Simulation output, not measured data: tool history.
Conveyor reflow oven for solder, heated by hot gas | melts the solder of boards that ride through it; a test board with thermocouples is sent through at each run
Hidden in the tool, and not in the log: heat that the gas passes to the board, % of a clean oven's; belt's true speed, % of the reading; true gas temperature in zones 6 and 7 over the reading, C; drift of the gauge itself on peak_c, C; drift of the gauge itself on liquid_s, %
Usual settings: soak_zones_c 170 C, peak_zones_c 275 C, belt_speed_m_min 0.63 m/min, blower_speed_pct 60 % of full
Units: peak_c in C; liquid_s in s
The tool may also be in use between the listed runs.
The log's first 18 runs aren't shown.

run   hour  soak_zones_c  peak_zones_c  belt_speed_m_min  blower_speed_pct  hours of work since the flux was cleaned out  hours of work since the belt drive was overhauled  hours of work since the thermocouples were changed  peak_c  liquid_s
 19  158.2           183           275               0.6                60                                             9                                                299                                                 677   258.1      67.7
 20  170.2           183           275             0.528                85                                            17                                                307                                                 685   265.7      82.8
 21    181           170           275             0.668                55                                            23                                                314                                                 692   249.8      48.7
 22  190.6           167           277              0.63                60                                            29                                                320                                                 698   254.3      55.3
 23  201.5           167           277              0.63                60                                            36                                                326                                                 704   254.4      54.8
 24  211.2           167           277             0.544                60                                            42                                                333                                                 711   260.1      69.3
 25  225.2           167           277             0.544                60                                            51                                                341                                                 719   259.9      69.7
 26  238.4           170           275             0.613                62                                            59                                                350                                                 728   255.4      58.7
 27  246.3           173           282              0.63                60                                            64                                                355                                                 733   260.2      61.8
 28    256           172           275             0.735                56                                            70                                                361                                                 739     246      41.1
 29  267.8           182           272             0.633                64                                            78                                                368                                                 746   254.4      60.5
 30  273.7           159           288             0.633                64                                            81                                                372                                                 750   262.9      59.4
 31  286.5           159           274             0.757                55                                            89                                                380                                                 758   239.7      30.3
 32  295.6           170           279             0.506                67                                            95                                                385                                                 763   265.9      80.5

Forecast each of these 3 alternatives for the next run:
  A  305.8           166           279             0.639                68                                           102                                                392                                                 770       ?         ?
  B  305.8           162           275             0.549                60                                           102                                                392                                                 770       ?         ?
  C  305.8           170           275              0.63                60                                           102                                                392                                                 770       ?         ?

run  peak_c  liquid_s
  A   257.4      57.1
  B     257      64.5
  C   253.2      56.6
Without the tool's hidden state the same runs would have given:
run  peak_c  liquid_s
  A   256.2      55.8
  B   255.6      62.9
  C     252      55.2

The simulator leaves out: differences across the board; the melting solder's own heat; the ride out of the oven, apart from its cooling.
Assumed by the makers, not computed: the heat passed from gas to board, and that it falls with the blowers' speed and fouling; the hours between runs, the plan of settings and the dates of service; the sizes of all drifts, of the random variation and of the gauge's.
